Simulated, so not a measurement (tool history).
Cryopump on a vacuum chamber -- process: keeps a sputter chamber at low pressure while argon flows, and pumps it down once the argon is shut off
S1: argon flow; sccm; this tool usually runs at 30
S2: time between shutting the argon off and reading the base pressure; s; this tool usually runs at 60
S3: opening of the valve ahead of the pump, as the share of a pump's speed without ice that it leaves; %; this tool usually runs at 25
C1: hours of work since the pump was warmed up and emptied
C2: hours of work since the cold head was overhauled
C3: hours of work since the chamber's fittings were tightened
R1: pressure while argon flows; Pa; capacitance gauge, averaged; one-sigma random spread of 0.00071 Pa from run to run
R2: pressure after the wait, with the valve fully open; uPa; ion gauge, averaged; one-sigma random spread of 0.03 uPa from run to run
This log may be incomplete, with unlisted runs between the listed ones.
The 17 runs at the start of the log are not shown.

Run 18, hour 166.4: usual settings; C1 626; C2 626; C3 32. Result: R1 0.1380 Pa, R2 1.61 uPa.
Run 19, hour 178.4: usual settings but S2 61 s, S3 37 %; C1 636; C2 636; C3 41. Result: R1 0.0987 Pa, R2 1.66 uPa.
Run 20, hour 185.2: usual settings but S2 216 s, S3 19 %; C1 642; C2 642; C3 47. Result: R1 0.1777 Pa, R2 0.71 uPa.
Run 21, hour 199.3: usual settings but S1 32 sccm; C1 653; C2 653; C3 58. Result: R1 0.1498 Pa, R2 1.64 uPa.
Run 22, hour 214.4: usual settings but S1 32 sccm; C1 665; C2 665; C3 71. Result: R1 0.1499 Pa, R2 1.65 uPa.
Run 23, hour 228.4: usual settings but S1 32 sccm; C1 677; C2 677; C3 82. Result: R1 0.1501 Pa, R2 1.71 uPa.
At hour 234.8: pump warmed up, emptied and cooled again.
Run 24, hour 247.7: usual settings but S2 20 s; C1 11; C2 688; C3 94. Result: R1 0.1258 Pa, R2 4.16 uPa.
Run 25, hour 255.3: usual settings but S1 29 sccm, S2 274 s, S3 32 %; C1 17; C2 695; C3 100. Result: R1 0.0956 Pa, R2 0.55 uPa.
Run 26, hour 263.9: usual settings but S1 35 sccm, S3 30 %; C1 24; C2 702; C3 107. Result: R1 0.1218 Pa, R2 1.57 uPa.
Run 27, hour 273.1: usual settings but S1 14 sccm, S2 277 s, S3 30 %; C1 31; C2 709; C3 114. Result: R1 0.0494 Pa, R2 0.59 uPa.
Run 28, hour 281.1: usual settings but S1 17 sccm, S2 130 s, S3 19 %; C1 38; C2 716; C3 121. Result: R1 0.0939 Pa, R2 0.94 uPa.
Run 29, hour 291.0: usual settings but S1 56 sccm, S2 200 s, S3 39 %; C1 46; C2 724; C3 129. Result: R1 0.1508 Pa, R2 0.66 uPa.
Run 30, hour 299.3: usual settings but S1 15 sccm, S2 142 s, S3 39 %; C1 52; C2 730; C3 136. Result: R1 0.0407 Pa, R2 0.88 uPa.
Run 31, hour 314.1: usual settings but S2 91 s; C1 65; C2 743; C3 148. Result: R1 0.1260 Pa, R2 1.20 uPa.
Run 32, hour 328.4: usual settings but S2 91 s; C1 76; C2 754; C3 159. Result: R1 0.1259 Pa, R2 1.21 uPa.
Run 33, hour 340.8: usual settings but S1 16 sccm, S2 148 s, S3 21 %; C1 86; C2 764; C3 170. Result: R1 0.0796 Pa, R2 0.88 uPa.
Run 34, hour 356.8: usual settings but S1 16 sccm, S2 148 s, S3 21 %; C1 99; C2 777; C3 183. Result: R1 0.0806 Pa, R2 0.84 uPa.

Here are 4 independent what-if runs from the current tool condition. What would each one return?
Run A, hour 370.3: usual settings but S1 16 sccm, S2 148 s, S3 32 %; C1 110; C2 788; C3 194. Result: R1 ?, R2 ?.
Run B, hour 370.3: usual settings but S1 14 sccm, S2 32 s, S3 21 %; C1 110; C2 788; C3 194. Result: R1 ?, R2 ?.
Run C, hour 370.3: usual settings but S1 47 sccm, S2 243 s, S3 33 %; C1 110; C2 788; C3 194. Result: R1 ?, R2 ?.
Run D, hour 370.3: usual settings but S2 219 s, S3 50 %; C1 110; C2 788; C3 194. Result: R1 ?, R2 ?.

run      R1    R2
  A  0.0529  0.88
  B  0.0695  2.79
  C  0.1517  0.65
  D  0.0646  0.74
The same runs, with their run-to-run variation unchanged, on a tool lacking any hidden condition would have given:
run      R1    R2
  A  0.0517  0.72
  B  0.0685  2.62
  C  0.1481  0.49
  D  0.0623  0.57

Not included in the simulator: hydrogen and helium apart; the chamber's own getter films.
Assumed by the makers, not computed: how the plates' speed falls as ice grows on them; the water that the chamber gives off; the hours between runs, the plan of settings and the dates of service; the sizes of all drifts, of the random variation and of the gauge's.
